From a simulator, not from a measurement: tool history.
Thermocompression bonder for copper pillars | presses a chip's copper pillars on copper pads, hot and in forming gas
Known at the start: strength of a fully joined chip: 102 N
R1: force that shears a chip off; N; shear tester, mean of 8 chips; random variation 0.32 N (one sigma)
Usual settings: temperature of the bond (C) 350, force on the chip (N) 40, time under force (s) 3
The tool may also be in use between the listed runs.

Run 1, hour 0.0: usual settings. Result: R1 34.9 N.
Run 2, hour 35.5: usual settings. Result: R1 34.6 N.
Run 3, hour 58.6: usual settings. Result: R1 34.5 N.
Run 4, hour 90.2: usual settings. Result: R1 34.4 N.
Run 5, hour 131.0: usual settings. Result: R1 34.1 N.
Run 6, hour 181.3: usual settings. Result: R1 33.8 N.
Run 7, hour 224.8: usual settings but temperature of the bond (C) 363. Result: R1 37.8 N.
At hour 232.4: forming gas filter changed.
Run 8, hour 270.9: usual settings but time under force (s) 2. Result: R1 29.9 N.
Run 9, hour 316.5: usual settings but force on the chip (N) 59. Result: R1 46.0 N.
Run 10, hour 363.2: usual settings but force on the chip (N) 33. Result: R1 30.1 N.
Run 11, hour 396.2: usual settings but temperature of the bond (C) 345, force on the chip (N) 33, time under force (s) 8. Result: R1 41.1 N.
Run 12, hour 429.1: usual settings but temperature of the bond (C) 345, force on the chip (N) 46, time under force (s) 2. Result: R1 30.0 N.

Forecast each of these 3 alternatives for the next run:
Run A, hour 462.5: usual settings but temperature of the bond (C) 372, force on the chip (N) 26, time under force (s) 2. Result: R1 ?.
Run B, hour 462.5: usual settings but temperature of the bond (C) 345, force on the chip (N) 45, time under force (s) 2. Result: R1 ?.
Run C, hour 462.5: usual settings but temperature of the bond (C) 340, force on the chip (N) 53, time under force (s) 2. Result: R1 ?.

run    R1
  A  25.8
  B  29.4
  C  31.8
Without the tool's hidden state the same runs would have given:
run    R1
  A  28.3
  B  32.4
  C  35.0
